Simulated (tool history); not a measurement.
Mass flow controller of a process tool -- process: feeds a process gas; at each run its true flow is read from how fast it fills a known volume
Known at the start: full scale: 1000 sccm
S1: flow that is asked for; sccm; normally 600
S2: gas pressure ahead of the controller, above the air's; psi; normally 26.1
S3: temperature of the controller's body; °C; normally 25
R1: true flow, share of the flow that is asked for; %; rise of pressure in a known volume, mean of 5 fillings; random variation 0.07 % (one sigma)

run      day   S1    S2  S3      R1
  1        0  600  26.1  25  100.67
  2   14.225  600  26.1  25  101.01
  3   25.979  539  26.1  25  100.68
  4   35.829  539  26.1  25  100.74
  5     49.3  600  26.1  25  100.85
  6   62.712  600  26.1  25  100.88
  7   69.517  600  26.1  25  100.85
  8   78.633  600  38.3  25  100.73
  9   88.296  600  38.3  25  100.63
 10  103.088  600  37.3  25  100.75
 11  118.012  600  37.3  25  100.86
 12  127.171  600  37.3  25  100.86
 13  139.108  600  37.3  25  100.86
     139.975  -- controller's zero set anew
 14  149.783  600  20.5  25  100.99
 15  165.917  600  26.1  29   100.5
     177.942  -- controller's zero set anew, once more
 16  177.942  600  26.1  29  101.27
 17  187.304  600  26.1  29   101.4
 18  198.333  833  26.1  29  102.09
 19  210.558  109  26.1  25   99.89
 20  223.621  109  26.1  25   99.67
 21  236.071  109  26.1  25    99.6
 22  243.962  109  26.1  25   99.55
 23  257.621  109  26.1  25   99.52
 24  265.446  600  30.7  25  101.68
 25  277.971  109  29.2  32   98.84
 26  292.854  778  26.1  22  102.72
 27  301.675  778  26.1  22  102.65
 28  317.621  177  26.1  33   99.22
 29  326.888  436  26.1  28  101.13
 30  342.792  925  24.7  31  102.59
 31  356.675  213  26.1  21  100.49
 32  372.183  213  36.3  21  100.36
 33  380.867  213  36.3  21  100.26
 34   394.05  219  25.7  37   99.17
 35  403.846  219  25.7  37   99.12
 36  413.758  204  34.1  25   99.78
 37  429.825  203  24.4  25   99.98
     441.779  -- controller exchanged for a calibrated one
 38  445.958  168  31.3  21    97.7
 39  458.979  168  25.1  21   97.73
 40  475.467  276  24.4  26   97.71
 41  491.321  276  24.4  38   96.73
 42  501.429  276  24.4  38    96.9
 43  512.338  361  28.9  38   96.96
 44  522.988  361  28.9  38   97.09
 45  534.429  168  24.7  23   97.18
 46    541.3  125  24.1  24    96.7
 47  555.338  125  25.5  35   95.81
 48  566.462  125  25.5  35   95.76

Below are 4 alternative next runs, each starting from the tool's condition after run 48. Predict each:
  A  580.258  436  34.5  35   ?
  B  580.258  600  26.1  31   ?
  C  580.258  974  27.4  31   ?
  D  580.258  213  26.1  25   ?

run     R1
  A  97.47
  B  98.63
  C  99.76
  D  97.34
Without the tool's hidden state the same runs would have given:
run     R1
  A  97.44
  B  98.48
  C  99.49
  D  97.77

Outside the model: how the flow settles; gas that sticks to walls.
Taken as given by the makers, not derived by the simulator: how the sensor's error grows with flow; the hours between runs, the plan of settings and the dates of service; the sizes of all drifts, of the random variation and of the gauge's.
